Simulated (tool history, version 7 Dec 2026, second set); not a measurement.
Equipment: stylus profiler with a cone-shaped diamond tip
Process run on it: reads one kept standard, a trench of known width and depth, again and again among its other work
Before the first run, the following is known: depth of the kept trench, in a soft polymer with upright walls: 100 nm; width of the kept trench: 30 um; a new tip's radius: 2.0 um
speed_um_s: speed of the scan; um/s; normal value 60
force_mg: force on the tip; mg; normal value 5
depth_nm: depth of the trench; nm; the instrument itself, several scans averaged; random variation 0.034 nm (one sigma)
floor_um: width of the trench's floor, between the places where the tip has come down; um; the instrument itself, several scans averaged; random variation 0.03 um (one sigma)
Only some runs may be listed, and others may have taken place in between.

run	hour	speed_um_s	force_mg	depth_nm	floor_um
1	0	60	5	101.75	28.62
2	98.8	52	5	101.71	28.6
3	178.1	32	5	101.74	28.66
4	249.9	26	5	101.69	28.59
5	376.2	60	5	101.8	28.51
6	495.2	60	5	101.73	28.57
7	633.3	60	5	101.78	28.55
8	695	60	5	101.83	28.54
9	769.8	30	5	101.83	28.59
10	855.8	30	5	101.77	28.61
11	929.1	30	5	101.8	28.62
12	1012.1	60	10.27	102.79	28.58
13	1074.6	60	10.27	102.86	28.54
14	1188.5	60	10.27	102.84	28.54
15	1259.9	60	10.27	102.82	28.57
16	1319.5	60	5	101.82	28.47
17	1422.7	60	5	101.85	28.53
18	1502.5	84	5.78	101.98	28.44
19	1621.2	60	2	101.19	28.47
20	1724	76	4.59	101.78	28.47
21	1795.7	172	8.75	102.71	28.28
22	1906.7	60	5.09	101.96	28.49
23	1972	51	3.8	101.7	28.49
24	2060.8	19	12.09	103.19	28.61
25	2117.7	152	3.67	101.6	28.1
26	2241.5	152	3.67	101.66	28.11
27	2313.2	152	3.67	101.65	28.17
28	2406.7	53	5	102.01	28.48
29	2529.6	148	2.34	101.41	27.97
30	2602.6	59	3.15	101.57	28.45
31	2671.6	60	13.09	103.49	28.46
32	2806.1	52	2.98	101.63	28.47
33	2898.4	130	2.17	101.38	27.99

Forecast each of these 3 alternatives for the next run:
A	2969.9	94	2.97	?	?
B	2969.9	16	3.99	?	?
C	2969.9	195	1.67	?	?

run	depth_nm	floor_um
A	101.56	28.27
B	101.87	28.56
C	101.2	27.58
Stripped of hidden state, with their random variation kept, the same runs would have yielded:
run	depth_nm	floor_um
A	101.1	28.4
B	101.42	28.68
C	100.75	27.7
